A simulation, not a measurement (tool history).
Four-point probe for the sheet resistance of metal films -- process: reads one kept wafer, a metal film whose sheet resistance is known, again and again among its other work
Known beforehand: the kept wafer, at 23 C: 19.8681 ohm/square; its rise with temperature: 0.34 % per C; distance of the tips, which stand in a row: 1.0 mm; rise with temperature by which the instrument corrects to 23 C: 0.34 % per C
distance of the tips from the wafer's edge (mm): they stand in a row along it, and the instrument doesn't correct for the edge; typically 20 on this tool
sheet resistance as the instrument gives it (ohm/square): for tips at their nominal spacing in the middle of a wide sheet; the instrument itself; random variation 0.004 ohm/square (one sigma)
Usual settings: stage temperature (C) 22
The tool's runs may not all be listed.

run	hour	stage temperature (C)	distance of the tips from the wafer's edge (mm)	sheet resistance as the instrument gives it (ohm/square)
1	0.0	22	20	19.802539
2	87.2	22	8	19.939100
3	191.9	22	18	19.809859
# hour 252.4: new probe head fitted
4	293.7	22	18	19.888038
5	342.9	22	18	19.890009
6	399.7	22	18	19.886035
7	475.9	28	20	19.873526
8	564.2	28	20	19.878131
9	655.5	30	22	19.872784
# hour 663.8: stage's thermometer calibrated
10	760.9	21	14	19.904436
11	841.2	22	43	19.859346
12	935.5	20	4	20.489003
13	1023.6	20	4	20.499005
# hour 1050.0: stage's thermometer calibrated, once more
14	1082.3	20	4	20.450249
15	1160.7	32	20	19.825526
16	1235.6	29	11	19.887355

Each row is a separate what-if for the run after 16, all from the same tool condition, not one after another. Results?
A	1283.7	32	5	?
B	1283.7	29	32	?
C	1283.7	22	16	?

run	sheet resistance as the instrument gives it (ohm/square)
A	20.214621
B	19.810402
C	19.843790
With no hidden state in the tool, these same runs would have given:
run	sheet resistance as the instrument gives it (ohm/square)
A	20.282957
B	19.877451
C	19.910860

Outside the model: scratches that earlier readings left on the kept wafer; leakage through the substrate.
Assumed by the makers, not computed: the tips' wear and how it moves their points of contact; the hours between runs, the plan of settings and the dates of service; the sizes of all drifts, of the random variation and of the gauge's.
